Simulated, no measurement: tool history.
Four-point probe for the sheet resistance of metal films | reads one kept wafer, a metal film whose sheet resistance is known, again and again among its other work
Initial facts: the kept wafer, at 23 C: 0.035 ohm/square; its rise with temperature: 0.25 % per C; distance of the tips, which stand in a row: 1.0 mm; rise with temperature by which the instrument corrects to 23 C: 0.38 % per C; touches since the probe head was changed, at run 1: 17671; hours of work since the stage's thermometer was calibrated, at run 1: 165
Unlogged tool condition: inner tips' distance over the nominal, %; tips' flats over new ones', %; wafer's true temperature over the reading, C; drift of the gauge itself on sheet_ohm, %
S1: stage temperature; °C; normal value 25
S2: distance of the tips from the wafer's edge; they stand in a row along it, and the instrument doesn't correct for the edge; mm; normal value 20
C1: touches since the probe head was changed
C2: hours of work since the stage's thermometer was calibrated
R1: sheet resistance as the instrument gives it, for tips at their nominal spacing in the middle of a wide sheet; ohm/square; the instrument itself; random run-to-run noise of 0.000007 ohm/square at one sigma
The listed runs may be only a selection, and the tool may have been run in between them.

run 1 hour=0.0 | S1=25 S2=20 | C1=17671 C2=165 | R1=0.035067
run 2 hour=124.7 | S1=25 S2=10 | C1=20529 C2=219 | R1=0.035199
run 3 hour=253.1 | S1=25 S2=20 | C1=23471 C2=274 | R1=0.035063
run 4 hour=367.1 | S1=25 S2=20 | C1=26086 C2=323 | R1=0.035073
run 5 hour=501.9 | S1=35 S2=20 | C1=29175 C2=381 | R1=0.034631
run 6 hour=574.3 | S1=35 S2=20 | C1=30835 C2=412 | R1=0.034643
run 7 hour=695.3 | S1=34 S2=20 | C1=33607 C2=464 | R1=0.034691
run 8 hour=785.3 | S1=25 S2=20 | C1=35670 C2=503 | R1=0.035101
run 9 hour=844.5 | S1=25 S2=20 | C1=37027 C2=528 | R1=0.035092
run 10 hour=925.1 | S1=24 S2=20 | C1=38876 C2=563 | R1=0.035131
run 11 hour=1031.0 | S1=24 S2=20 | C1=41302 C2=608 | R1=0.035144
run 12 hour=1095.9 | S1=30 S2=20 | C1=42790 C2=636 | R1=0.034885
run 13 hour=1206.3 | S1=25 S2=20 | C1=45319 C2=684 | R1=0.035108
run 14 hour=1329.3 | S1=31 S2=20 | C1=48140 C2=737 | R1=0.034840
run 15 hour=1429.7 | S1=31 S2=9 | C1=50440 C2=780 | R1=0.035040
run 16 hour=1502.2 | S1=25 S2=7 | C1=52102 C2=811 | R1=0.035453
run 17 hour=1563.6 | S1=25 S2=7 | C1=53509 C2=837 | R1=0.035472
run 18 hour=1700.0 | S1=21 S2=20 | C1=56635 C2=896 | R1=0.035317
run 19 hour=1811.4 | S1=21 S2=36 | C1=59190 C2=944 | R1=0.035291
run 20 hour=1879.8 | S1=25 S2=20 | C1=60758 C2=973 | R1=0.035139
run 21 hour=1985.4 | S1=25 S2=20 | C1=63178 C2=1019 | R1=0.035141
run 22 hour=2090.6 | S1=25 S2=20 | C1=65588 C2=1064 | R1=0.035154
run 23 hour=2231.3 | S1=25 S2=20 | C1=68813 C2=1124 | R1=0.035163
run 24 hour=2363.7 | S1=25 S2=20 | C1=71849 C2=1181 | R1=0.035177
run 25 hour=2472.4 | S1=19 S2=4 | C1=74340 C2=1228 | R1=0.036555
run 26 hour=2590.3 | S1=26 S2=47 | C1=77042 C2=1279 | R1=0.035086
run 27 hour=2659.6 | S1=21 S2=43 | C1=78629 C2=1309 | R1=0.035322
run 28 hour=2777.0 | S1=26 S2=55 | C1=81320 C2=1359 | R1=0.035099
run 29 hour=2893.0 | S1=26 S2=55 | C1=83979 C2=1409 | R1=0.035099
run 30 hour=3037.8 | S1=22 S2=5 | C1=87299 C2=1471 | R1=0.036050
run 31 hour=3116.2 | S1=31 S2=11 | C1=89096 C2=1505 | R1=0.035033
run 32 hour=3250.9 | S1=31 S2=11 | C1=92182 C2=1563 | R1=0.035043
run 33 hour=3386.9 | S1=31 S2=49 | C1=95301 C2=1621 | R1=0.034906
run 34 hour=3526.3 | S1=28 S2=8 | C1=98496 C2=1681 | R1=0.035330
run 35 hour=3588.4 | S1=28 S2=8 | C1=99918 C2=1708 | R1=0.035332
run 36 hour=3689.3 | S1=28 S2=4 | C1=102231 C2=1751 | R1=0.036173
run 37 hour=3812.0 | S1=32 S2=14 | C1=105044 C2=1804 | R1=0.034981
run 38 hour=3873.3 | S1=18 S2=48 | C1=106448 C2=1831 | R1=0.035528
run 39 hour=3964.8 | S1=18 S2=48 | C1=108546 C2=1870 | R1=0.035531
run 40 hour=4088.7 | S1=30 S2=45 | C1=111385 C2=1923 | R1=0.034985
run 41 hour=4192.8 | S1=26 S2=9 | C1=113772 C2=1968 | R1=0.035387
run 42 hour=4273.5 | S1=34 S2=17 | C1=115622 C2=2003 | R1=0.034876
run 43 hour=4363.1 | S1=30 S2=5 | C1=117675 C2=2041 | R1=0.035730
run 44 hour=4465.3 | S1=34 S2=32 | C1=120018 C2=2085 | R1=0.034842
run 45 hour=4555.6 | S1=34 S2=32 | C1=122087 C2=2124 | R1=0.034831

Run by run, hidden condition taken away, random variation retained:
run=1 R1=0.034967
run=2 R1=0.035093
run=3 R1=0.034951
run=4 R1=0.034957
run=5 R1=0.034510
run=6 R1=0.034518
run=7 R1=0.034561
run=8 R1=0.034965
run=9 R1=0.034953
run=10 R1=0.034989
run=11 R1=0.034996
run=12 R1=0.034735
run=13 R1=0.034952
run=14 R1=0.034680
run=15 R1=0.034874
run=16 R1=0.035283
run=17 R1=0.035298
run=18 R1=0.035138
run=19 R1=0.035106
run=20 R1=0.034952
run=21 R1=0.034949
run=22 R1=0.034957
run=23 R1=0.034959
run=24 R1=0.034966
run=25 R1=0.036331
run=26 R1=0.034866
run=27 R1=0.035097
run=28 R1=0.034870
run=29 R1=0.034865
run=30 R1=0.035804
run=31 R1=0.034790
run=32 R1=0.034794
run=33 R1=0.034651
run=34 R1=0.035065
run=35 R1=0.035064
run=36 R1=0.035894
run=37 R1=0.034705
run=38 R1=0.035244
run=39 R1=0.035242
run=40 R1=0.034697
run=41 R1=0.035090
run=42 R1=0.034579
run=43 R1=0.035422
run=44 R1=0.034537
run=45 R1=0.034523
